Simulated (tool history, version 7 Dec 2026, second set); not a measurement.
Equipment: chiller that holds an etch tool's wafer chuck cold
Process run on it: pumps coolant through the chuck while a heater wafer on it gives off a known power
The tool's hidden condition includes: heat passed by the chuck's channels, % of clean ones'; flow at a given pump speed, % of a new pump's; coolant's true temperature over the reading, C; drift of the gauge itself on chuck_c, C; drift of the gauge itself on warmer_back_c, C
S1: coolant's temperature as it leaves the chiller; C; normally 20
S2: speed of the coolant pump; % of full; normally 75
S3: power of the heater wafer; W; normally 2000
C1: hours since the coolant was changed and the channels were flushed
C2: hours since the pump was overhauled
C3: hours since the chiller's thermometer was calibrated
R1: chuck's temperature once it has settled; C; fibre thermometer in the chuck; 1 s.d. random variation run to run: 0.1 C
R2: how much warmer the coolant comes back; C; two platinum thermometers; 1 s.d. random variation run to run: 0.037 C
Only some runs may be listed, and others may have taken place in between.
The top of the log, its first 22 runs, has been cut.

run 23 day=50.933 | S1=21 S2=75 S3=2000 | C1=509 C2=335 C3=4301 | R1=40.7 R2=6.99
run 24 day=53.025 | S1=24 S2=89 S3=2000 | C1=559 C2=385 C3=4351 | R1=41.9 R2=5.80
run 25 day=54.425 | S1=24 S2=89 S3=2000 | C1=593 C2=418 C3=4384 | R1=41.9 R2=5.77
run 26 day=56.346 | S1=24 S2=89 S3=2000 | C1=639 C2=465 C3=4431 | R1=42.0 R2=5.79
run 27 day=58.833 | S1=24 S2=89 S3=2000 | C1=698 C2=524 C3=4490 | R1=42.1 R2=5.82
run 28 day=61.621 | S1=24 S2=95 S3=1326 | C1=765 C2=591 C3=4557 | R1=35.7 R2=3.58
run 29 day=63.492 | S1=13 S2=93 S3=1136 | C1=810 C2=636 C3=4602 | R1=23.5 R2=3.16
run 30 day=65.271 | S1=15 S2=79 S3=2071 | C1=853 C2=679 C3=4645 | R1=35.3 R2=6.90
run 31 day=67.317 | S1=14 S2=63 S3=1023 | C1=902 C2=728 C3=4694 | R1=25.9 R2=4.42
run 32 day=68.912 | S1=14 S2=63 S3=1023 | C1=940 C2=766 C3=4732 | R1=25.9 R2=4.36

3 ways to go on from here, each from the tool as it stands after run 32. What would each give?
run A day=71.646 | S1=17 S2=75 S3=2000 | C1=1006 C2=832 C3=4798 | R1=? R2=?
run B day=71.646 | S1=20 S2=75 S3=1546 | C1=1006 C2=832 C3=4798 | R1=? R2=?
run C day=71.646 | S1=15 S2=65 S3=2812 | C1=1006 C2=832 C3=4798 | R1=? R2=?

run=A R1=37.6 R2=7.11
run=B R1=36.1 R2=5.50
run=C R1=45.9 R2=11.72
With the hidden condition removed and each run's random variation left untouched, the same runs would have given:
run=A R1=35.7 R2=6.93
run=B R1=34.5 R2=5.36
run=C R1=43.4 R2=11.42
